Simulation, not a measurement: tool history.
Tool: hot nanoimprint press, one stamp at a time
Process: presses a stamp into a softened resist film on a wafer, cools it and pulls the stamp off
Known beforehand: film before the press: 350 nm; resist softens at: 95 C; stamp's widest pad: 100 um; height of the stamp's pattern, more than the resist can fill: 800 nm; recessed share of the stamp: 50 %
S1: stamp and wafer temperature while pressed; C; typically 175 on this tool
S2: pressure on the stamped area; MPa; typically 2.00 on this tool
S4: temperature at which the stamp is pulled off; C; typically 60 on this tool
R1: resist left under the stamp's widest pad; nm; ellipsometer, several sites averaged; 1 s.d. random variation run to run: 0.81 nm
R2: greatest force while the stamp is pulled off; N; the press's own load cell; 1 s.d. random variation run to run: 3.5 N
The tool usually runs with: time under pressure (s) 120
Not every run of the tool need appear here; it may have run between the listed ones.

run 1 day=0.000 | S1=175 S2=2.00 time_under_pressure_(s)=120 S4=60 | R1=178.9 R2=207
run 2 day=1.704 | S1=175 S2=2.00 time_under_pressure_(s)=120 S4=60 | R1=176.9 R2=216
-- day=3.200 stamp cleaned and given a new release coat
run 3 day=3.271 | S1=175 S2=2.00 time_under_pressure_(s)=120 S4=60 | R1=178.3 R2=206
run 4 day=5.300 | S1=175 S2=2.00 time_under_pressure_(s)=120 S4=60 | R1=178.1 R2=215
run 5 day=7.871 | S1=175 S2=2.00 time_under_pressure_(s)=120 S4=60 | R1=177.3 R2=209
run 6 day=10.642 | S1=175 S2=2.00 time_under_pressure_(s)=120 S4=60 | R1=178.6 R2=211
-- day=11.458 stamp cleaned and given a new release coat
run 7 day=13.025 | S1=175 S2=2.00 time_under_pressure_(s)=120 S4=58 | R1=177.7 R2=221
run 8 day=15.708 | S1=175 S2=2.00 time_under_pressure_(s)=120 S4=58 | R1=179.2 R2=218
run 9 day=17.242 | S1=175 S2=2.00 time_under_pressure_(s)=120 S4=60 | R1=178.4 R2=209
-- day=19.579 stamp cleaned and given a new release coat
run 10 day=20.396 | S1=175 S2=2.00 time_under_pressure_(s)=120 S4=60 | R1=176.9 R2=208
run 11 day=22.017 | S1=175 S2=1.53 time_under_pressure_(s)=120 S4=60 | R1=196.9 R2=205
-- day=22.638 press's hydraulic seals changed and the load cell set to zero
run 12 day=25.088 | S1=175 S2=1.53 time_under_pressure_(s)=120 S4=65 | R1=199.1 R2=187
-- day=28.104 stamp cleaned and given a new release coat
run 13 day=28.308 | S1=175 S2=1.53 time_under_pressure_(s)=120 S4=65 | R1=199.8 R2=190
run 14 day=31.083 | S1=181 S2=1.53 time_under_pressure_(s)=75 S4=47 | R1=190.4 R2=263
run 15 day=33.767 | S1=181 S2=1.53 time_under_pressure_(s)=75 S4=47 | R1=188.4 R2=262
-- day=36.292 stamp cleaned and given a new release coat
run 16 day=36.292 | S1=184 S2=2.00 time_under_pressure_(s)=120 S4=47 | R1=126.2 R2=262
-- day=38.788 plate thermocouple calibrated
run 17 day=39.450 | S1=184 S2=2.00 time_under_pressure_(s)=120 S4=47 | R1=127.2 R2=259
run 18 day=42.296 | S1=184 S2=2.00 time_under_pressure_(s)=120 S4=47 | R1=126.8 R2=260
-- day=44.567 stamp cleaned and given a new release coat
run 19 day=45.317 | S1=184 S2=2.00 time_under_pressure_(s)=120 S4=47 | R1=126.7 R2=262
run 20 day=46.662 | S1=168 S2=2.08 time_under_pressure_(s)=72 S4=55 | R1=257.0 R2=229
run 21 day=48.783 | S1=168 S2=2.08 time_under_pressure_(s)=72 S4=51 | R1=254.7 R2=245
run 22 day=51.338 | S1=180 S2=1.83 time_under_pressure_(s)=123 S4=67 | R1=150.7 R2=183
-- day=52.717 stamp cleaned and given a new release coat
run 23 day=54.371 | S1=176 S2=1.79 time_under_pressure_(s)=74 S4=58 | R1=211.4 R2=218
run 24 day=57.017 | S1=176 S2=1.79 time_under_pressure_(s)=74 S4=58 | R1=210.9 R2=219
run 25 day=59.904 | S1=176 S2=2.62 time_under_pressure_(s)=74 S4=50 | R1=182.0 R2=248

Alternative continuations, all from the tool just after run 25; predict every row:
-- day=61.088 stamp cleaned and given a new release coat
run A day=62.233 | S1=165 S2=2.52 time_under_pressure_(s)=74 S4=63 | R1=? R2=?
-- day=61.088 stamp cleaned and given a new release coat
run B day=62.233 | S1=175 S2=3.03 time_under_pressure_(s)=108 S4=60 | R1=? R2=?
-- day=61.088 stamp cleaned and given a new release coat
run C day=62.233 | S1=176 S2=2.62 time_under_pressure_(s)=74 S4=59 | R1=? R2=?
-- day=61.088 stamp cleaned and given a new release coat
run D day=62.233 | S1=176 S2=2.62 time_under_pressure_(s)=74 S4=47 | R1=? R2=?

run=A R1=264.1 R2=201
run=B R1=154.6 R2=212
run=C R1=180.6 R2=218
run=D R1=181.4 R2=259
With no hidden state in the tool, these same runs would have given:
run=A R1=264.1 R2=201
run=B R1=154.6 R2=212
run=C R1=180.6 R2=218
run=D R1=181.4 R2=259
